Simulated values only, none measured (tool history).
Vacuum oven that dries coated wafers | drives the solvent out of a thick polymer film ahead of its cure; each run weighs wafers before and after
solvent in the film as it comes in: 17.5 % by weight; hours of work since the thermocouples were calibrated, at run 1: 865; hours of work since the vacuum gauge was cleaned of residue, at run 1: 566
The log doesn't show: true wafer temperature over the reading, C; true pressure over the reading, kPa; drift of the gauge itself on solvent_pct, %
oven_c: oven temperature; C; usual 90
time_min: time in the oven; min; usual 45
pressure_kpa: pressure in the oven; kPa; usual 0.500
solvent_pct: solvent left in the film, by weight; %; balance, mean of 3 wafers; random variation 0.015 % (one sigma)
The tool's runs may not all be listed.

run,hour,oven_c,time_min,pressure_kpa,hours of work since the thermocouples were calibrated,hours of work since the vacuum gauge was cleaned of residue,solvent_pct
1,0.0,90,45,0.500,865,566,0.97
2,18.2,90,45,0.500,879,580,0.97
3,33.9,90,45,0.531,891,592,0.96
4,53.7,90,45,0.531,907,608,1.00
5,64.9,90,45,0.531,915,617,0.99
6,80.2,90,45,0.531,927,628,1.00
7,97.1,90,45,0.531,940,642,0.98
8,115.4,90,45,0.500,955,656,0.97
9,135.4,90,45,0.500,970,671,0.98
10,150.7,90,45,1.728,982,683,1.68
11,160.8,90,45,1.728,990,691,1.70
12,175.5,90,45,1.728,1001,703,1.72
13,195.3,90,45,1.728,1017,718,1.71
14,214.6,90,45,0.500,1032,733,0.93
15,225.0,90,45,0.500,1040,741,0.91
16,241.9,90,45,1.208,1053,754,1.38
17,252.1,90,45,0.500,1061,762,0.95
18,272.1,90,23,0.500,1076,778,3.07
19,291.1,80,45,0.500,1091,792,2.87
20,300.0,80,45,0.500,1098,799,2.84
21,308.8,96,45,0.500,1105,806,0.46
22,320.0,90,41,0.500,1114,815,1.12
23,328.3,90,45,0.500,1120,821,0.97
# hour 334.3: oven's thermocouples calibrated
24,339.7,90,45,0.447,4,829,0.89
25,355.9,90,45,0.447,17,841,0.90
26,370.4,90,45,1.014,28,852,1.24

Forecast run 27:
27,385.9,79,45,0.634,40,864,?

{"run 27": {"solvent_pct": 3.14}}
Without the tool's hidden state the same run would have given solvent_pct 3.50 %.
